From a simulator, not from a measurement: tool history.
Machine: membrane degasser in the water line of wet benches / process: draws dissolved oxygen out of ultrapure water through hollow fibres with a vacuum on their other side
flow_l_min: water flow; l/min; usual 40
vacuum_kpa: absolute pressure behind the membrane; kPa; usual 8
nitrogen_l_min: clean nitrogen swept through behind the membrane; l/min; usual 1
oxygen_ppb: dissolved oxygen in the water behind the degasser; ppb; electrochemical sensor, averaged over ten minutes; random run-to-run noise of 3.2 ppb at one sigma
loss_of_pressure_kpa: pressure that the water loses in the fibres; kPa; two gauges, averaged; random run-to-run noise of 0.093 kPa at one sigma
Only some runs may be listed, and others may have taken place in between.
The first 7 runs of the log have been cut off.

run 8 hour=1119.3 | flow_l_min=34 vacuum_kpa=8 nitrogen_l_min=1 | oxygen_ppb=509.6 loss_of_pressure_kpa=22.32
run 9 hour=1267 | flow_l_min=40 vacuum_kpa=15.78 nitrogen_l_min=1 | oxygen_ppb=1151.3 loss_of_pressure_kpa=26.18
run 10 hour=1443.5 | flow_l_min=40 vacuum_kpa=15.78 nitrogen_l_min=1 | oxygen_ppb=1145.1 loss_of_pressure_kpa=26.26
-- hour=1547.3 vacuum gauge calibrated, once more
run 11 hour=1570.1 | flow_l_min=40 vacuum_kpa=15.78 nitrogen_l_min=1 | oxygen_ppb=1146.3 loss_of_pressure_kpa=26.16
run 12 hour=1661.4 | flow_l_min=53 vacuum_kpa=8 nitrogen_l_min=1 | oxygen_ppb=914.9 loss_of_pressure_kpa=34.68
run 13 hour=1826.2 | flow_l_min=53 vacuum_kpa=8 nitrogen_l_min=1 | oxygen_ppb=903.5 loss_of_pressure_kpa=34.84
run 14 hour=2010.1 | flow_l_min=53 vacuum_kpa=8 nitrogen_l_min=1 | oxygen_ppb=900.9 loss_of_pressure_kpa=34.64
run 15 hour=2154 | flow_l_min=53 vacuum_kpa=8 nitrogen_l_min=1 | oxygen_ppb=904.6 loss_of_pressure_kpa=34.66
-- hour=2291.8 seals of the vacuum lines changed
run 16 hour=2356.6 | flow_l_min=53 vacuum_kpa=8 nitrogen_l_min=1 | oxygen_ppb=909.4 loss_of_pressure_kpa=34.64
run 17 hour=2491.3 | flow_l_min=28 vacuum_kpa=8 nitrogen_l_min=0.48 | oxygen_ppb=598.4 loss_of_pressure_kpa=18.39
run 18 hour=2662 | flow_l_min=38 vacuum_kpa=8.4 nitrogen_l_min=0.97 | oxygen_ppb=625.2 loss_of_pressure_kpa=25.12
run 19 hour=2776.7 | flow_l_min=32 vacuum_kpa=8 nitrogen_l_min=0.76 | oxygen_ppb=536.8 loss_of_pressure_kpa=20.94
run 20 hour=2878 | flow_l_min=32 vacuum_kpa=10.38 nitrogen_l_min=0.76 | oxygen_ppb=708.6 loss_of_pressure_kpa=20.98
run 21 hour=3006.2 | flow_l_min=25 vacuum_kpa=9.16 nitrogen_l_min=2.68 | oxygen_ppb=207.9 loss_of_pressure_kpa=16.38
run 22 hour=3123.9 | flow_l_min=27 vacuum_kpa=7.14 nitrogen_l_min=1 | oxygen_ppb=320 loss_of_pressure_kpa=17.93
run 23 hour=3262.6 | flow_l_min=40 vacuum_kpa=8.36 nitrogen_l_min=1.84 | oxygen_ppb=510.4 loss_of_pressure_kpa=26.25
run 24 hour=3416.1 | flow_l_min=40 vacuum_kpa=5.11 nitrogen_l_min=1.84 | oxygen_ppb=372.9 loss_of_pressure_kpa=26.39
run 25 hour=3539.7 | flow_l_min=40 vacuum_kpa=5.11 nitrogen_l_min=1.84 | oxygen_ppb=368.3 loss_of_pressure_kpa=26.42
run 26 hour=3705.5 | flow_l_min=40 vacuum_kpa=5.11 nitrogen_l_min=1.84 | oxygen_ppb=369 loss_of_pressure_kpa=26.41
run 27 hour=3867.3 | flow_l_min=63 vacuum_kpa=12.89 nitrogen_l_min=0.48 | oxygen_ppb=2036.3 loss_of_pressure_kpa=41.68
run 28 hour=3994.1 | flow_l_min=40 vacuum_kpa=5.8 nitrogen_l_min=2.89 | oxygen_ppb=362.3 loss_of_pressure_kpa=26.44
run 29 hour=4184.1 | flow_l_min=32 vacuum_kpa=17.91 nitrogen_l_min=1 | oxygen_ppb=1039.8 loss_of_pressure_kpa=21.44
run 30 hour=4314 | flow_l_min=59 vacuum_kpa=15.73 nitrogen_l_min=0.6 | oxygen_ppb=2068.4 loss_of_pressure_kpa=39.18
run 31 hour=4432 | flow_l_min=50 vacuum_kpa=15.73 nitrogen_l_min=0.6 | oxygen_ppb=1823.9 loss_of_pressure_kpa=33.32

Branching from run 31: 4 alternative next runs. What would each branch give?
-- hour=4508.7 membrane cartridge changed
run A hour=4522.7 | flow_l_min=40 vacuum_kpa=8 nitrogen_l_min=1.48 | oxygen_ppb=? loss_of_pressure_kpa=?
-- hour=4508.7 membrane cartridge changed
run B hour=4522.7 | flow_l_min=40 vacuum_kpa=8 nitrogen_l_min=0.86 | oxygen_ppb=? loss_of_pressure_kpa=?
-- hour=4508.7 membrane cartridge changed
run C hour=4522.7 | flow_l_min=32 vacuum_kpa=6.04 nitrogen_l_min=2.34 | oxygen_ppb=? loss_of_pressure_kpa=?
-- hour=4508.7 membrane cartridge changed
run D hour=4522.7 | flow_l_min=36 vacuum_kpa=15.66 nitrogen_l_min=1.37 | oxygen_ppb=? loss_of_pressure_kpa=?

run=A oxygen_ppb=498.1 loss_of_pressure_kpa=25.17
run=B oxygen_ppb=640.3 loss_of_pressure_kpa=25.1
run=C oxygen_ppb=221.4 loss_of_pressure_kpa=20.07
run=D oxygen_ppb=813.1 loss_of_pressure_kpa=22.56
Take away the tool's hidden state, keep each run's random variation, and the runs would have read:
run=A oxygen_ppb=491.6 loss_of_pressure_kpa=25.17
run=B oxygen_ppb=631.2 loss_of_pressure_kpa=25.1
run=C oxygen_ppb=217.5 loss_of_pressure_kpa=20.07
run=D oxygen_ppb=806.2 loss_of_pressure_kpa=22.56

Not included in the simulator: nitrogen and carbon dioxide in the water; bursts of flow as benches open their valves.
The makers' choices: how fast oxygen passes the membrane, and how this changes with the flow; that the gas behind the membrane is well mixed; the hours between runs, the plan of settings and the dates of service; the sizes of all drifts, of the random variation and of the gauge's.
